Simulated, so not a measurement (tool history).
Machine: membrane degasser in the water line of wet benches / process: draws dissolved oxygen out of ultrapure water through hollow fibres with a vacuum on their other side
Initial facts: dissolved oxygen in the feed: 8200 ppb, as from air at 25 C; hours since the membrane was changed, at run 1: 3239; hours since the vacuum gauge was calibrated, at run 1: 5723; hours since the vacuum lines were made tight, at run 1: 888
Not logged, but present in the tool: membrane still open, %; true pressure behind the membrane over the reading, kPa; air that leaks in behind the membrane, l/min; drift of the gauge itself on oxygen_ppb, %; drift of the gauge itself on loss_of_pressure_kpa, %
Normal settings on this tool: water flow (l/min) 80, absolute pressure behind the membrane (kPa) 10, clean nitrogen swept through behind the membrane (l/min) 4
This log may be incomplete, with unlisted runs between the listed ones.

run	hour	water flow (l/min)	absolute pressure behind the membrane (kPa)	clean nitrogen swept through behind the membrane (l/min)	hours since the membrane was changed	hours since the vacuum gauge was calibrated	hours since the vacuum lines were made tight	dissolved oxygen in the water behind the degasser (ppb)	pressure that the water loses in the fibres (kPa)
1	0	80	10	4	3239	5723	888	308.9	70.45
2	126.9	80	10	4	3366	5850	1014	313.4	70.31
3	185.2	80	10	4	3424	5908	1073	308.9	70.41
4	270.4	57	10	4	3510	5993	1158	228.1	50.01
5	350.9	57	10	4	3590	6074	1239	230.9	50.49
6	413	57	10	4	3652	6136	1301	227.4	50.5
7	485.9	73	10	4	3725	6209	1373	287.7	64.47
8	605.5	73	10	4	3845	6328	1493	287.1	64.6
9	700.9	80	10	4	3940	6424	1589	312.8	70.23
10	808.8	80	10	4	4048	6532	1696	312.7	70.86
11	914.9	80	10	4	4154	6638	1802	309.9	70.87
12	1027.2	80	10	4	4266	6750	1915	315.5	71.15
13	1102.5	80	9.5	4	4342	6825	1990	289.6	71.18
14	1216.1	80	10	4	4455	6939	2104	315.4	71.33
15	1351.3	80	10	11.79	4590	7074	2239	119.1	71.27
16	1467	80	10	11.79	4706	7190	2355	121.1	71.46
17	1593.6	80	10	11.79	4833	7316	2481	119.2	71.28
18	1697.4	78	20.2	4	4937	7420	2585	705	70.23
19	1774.4	78	20.2	4	5014	7497	2662	716.8	70.16
# hour 1783.2: vacuum gauge calibrated
20	1866.2	78	20.2	4	5105	83	2753	722.9	69.86
21	1992.4	78	20.2	4	5231	209	2879	715.2	70.27
22	2109	69	11.6	6.5	5348	326	2996	223.2	61.95
23	2186	109	17.3	2.48	5425	403	3073	1139.6	98.13
24	2270.7	48	17.3	5.87	5509	487	3158	281.9	43.34
25	2364.7	57	14.4	2.62	5603	581	3252	536	51.13
26	2471.9	57	15.8	5.63	5711	689	3359	306.6	51.02
# hour 2485.4: vacuum gauge calibrated, once more
27	2565.4	57	15.8	5.63	5804	80	3452	295	51.69
28	2655.3	57	15.8	5.63	5893	170	3542	298.7	51.76
29	2777.4	57	15.8	5.63	6016	292	3664	300.3	51.7
30	2848.8	57	15.8	5.63	6087	363	3735	299.9	51.59
31	2913.3	55	15.8	5.63	6152	428	3800	287.4	50.03
32	3005.6	95	15.9	4	6244	520	3892	635.6	86.49

Here are 4 independent what-if runs from the current tool condition. What would each one return?
A	3098.3	73	13.5	4	6336	613	3985	?	?
B	3098.3	95	15.9	2.88	6336	613	3985	?	?
C	3098.3	63	10	2.39	6336	613	3985	?	?
D	3098.3	53	10.7	4	6336	613	3985	?	?

run	dissolved oxygen in the water behind the degasser (ppb)	pressure that the water loses in the fibres (kPa)
A	412.3	66.7
B	803.1	85.91
C	369.4	56.96
D	233.2	48.26
With the hidden condition removed and each run's random variation left untouched, the same runs would have given:
run	dissolved oxygen in the water behind the degasser (ppb)	pressure that the water loses in the fibres (kPa)
A	406.9	62.25
B	794.4	80.16
C	364.1	53.13
D	229.2	45.04
